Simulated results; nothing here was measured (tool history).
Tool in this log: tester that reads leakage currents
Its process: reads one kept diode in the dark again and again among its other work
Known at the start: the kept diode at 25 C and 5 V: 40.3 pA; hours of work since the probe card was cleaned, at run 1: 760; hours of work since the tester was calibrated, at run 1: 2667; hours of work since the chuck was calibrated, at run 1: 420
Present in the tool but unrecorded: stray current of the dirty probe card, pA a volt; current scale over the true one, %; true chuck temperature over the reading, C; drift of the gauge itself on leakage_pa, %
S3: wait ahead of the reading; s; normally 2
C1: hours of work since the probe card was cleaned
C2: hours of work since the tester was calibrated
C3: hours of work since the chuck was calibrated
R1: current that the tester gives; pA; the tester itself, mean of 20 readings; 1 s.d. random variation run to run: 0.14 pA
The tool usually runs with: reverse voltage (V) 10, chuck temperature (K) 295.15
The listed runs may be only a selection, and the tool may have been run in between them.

run 1 day=0 | reverse_voltage_(V)=10 chuck_temperature_(K)=295.15 S3=2 | C1=760 C2=2667 C3=420 | R1=43.66
run 2 day=3.6 | reverse_voltage_(V)=10 chuck_temperature_(K)=295.15 S3=0.33 | C1=816 C2=2723 C3=476 | R1=49.73
run 3 day=7 | reverse_voltage_(V)=10 chuck_temperature_(K)=308.15 S3=2 | C1=869 C2=2776 C3=529 | R1=140.45
run 4 day=12.821 | reverse_voltage_(V)=10 chuck_temperature_(K)=295.15 S3=3.78 | C1=960 C2=2867 C3=620 | R1=43.11
run 5 day=16.625 | reverse_voltage_(V)=10 chuck_temperature_(K)=301.15 S3=2 | C1=1019 C2=2926 C3=679 | R1=75.78
run 6 day=22.342 | reverse_voltage_(V)=10 chuck_temperature_(K)=301.15 S3=2 | C1=1108 C2=3015 C3=768 | R1=75.61
run 7 day=25.204 | reverse_voltage_(V)=10 chuck_temperature_(K)=295.15 S3=2 | C1=1153 C2=3060 C3=813 | R1=43.81
run 8 day=28.454 | reverse_voltage_(V)=10 chuck_temperature_(K)=295.15 S3=2 | C1=1203 C2=3111 C3=864 | R1=43.91
run 9 day=34.329 | reverse_voltage_(V)=1 chuck_temperature_(K)=295.15 S3=0.51 | C1=1295 C2=3202 C3=955 | R1=14.58
-- day=35.925 probe card cleaned and baked
run 10 day=40.229 | reverse_voltage_(V)=1 chuck_temperature_(K)=295.15 S3=0.51 | C1=67 C2=3292 C3=1045 | R1=14.64
run 11 day=44.342 | reverse_voltage_(V)=3 chuck_temperature_(K)=295.15 S3=2 | C1=131 C2=3356 C3=1109 | R1=24.15
run 12 day=49.738 | reverse_voltage_(V)=3 chuck_temperature_(K)=295.15 S3=2 | C1=215 C2=3440 C3=1193 | R1=24.07
run 13 day=53.854 | reverse_voltage_(V)=18.2 chuck_temperature_(K)=325.15 S3=2 | C1=279 C2=3505 C3=1258 | R1=767.07
run 14 day=59.667 | reverse_voltage_(V)=10 chuck_temperature_(K)=294.15 S3=1.08 | C1=370 C2=3595 C3=1348 | R1=40.7

Here are 4 independent what-if runs from the current tool condition. What would each one return?
run A day=64.212 | reverse_voltage_(V)=5.8 chuck_temperature_(K)=296.15 S3=2 | C1=441 C2=3666 C3=1419 | R1=?
run B day=64.212 | reverse_voltage_(V)=10 chuck_temperature_(K)=294.15 S3=0.32 | C1=441 C2=3666 C3=1419 | R1=?
run C day=64.212 | reverse_voltage_(V)=12.7 chuck_temperature_(K)=311.15 S3=0.34 | C1=441 C2=3666 C3=1419 | R1=?
run D day=64.212 | reverse_voltage_(V)=6.9 chuck_temperature_(K)=294.15 S3=1.08 | C1=441 C2=3666 C3=1419 | R1=?

run=A R1=36.83
run=B R1=46.08
run=C R1=211.11
run=D R1=33.73
Without the tool's hidden state the same runs would have given:
run=A R1=36.85
run=B R1=46.08
run=C R1=211.24
run=D R1=33.74
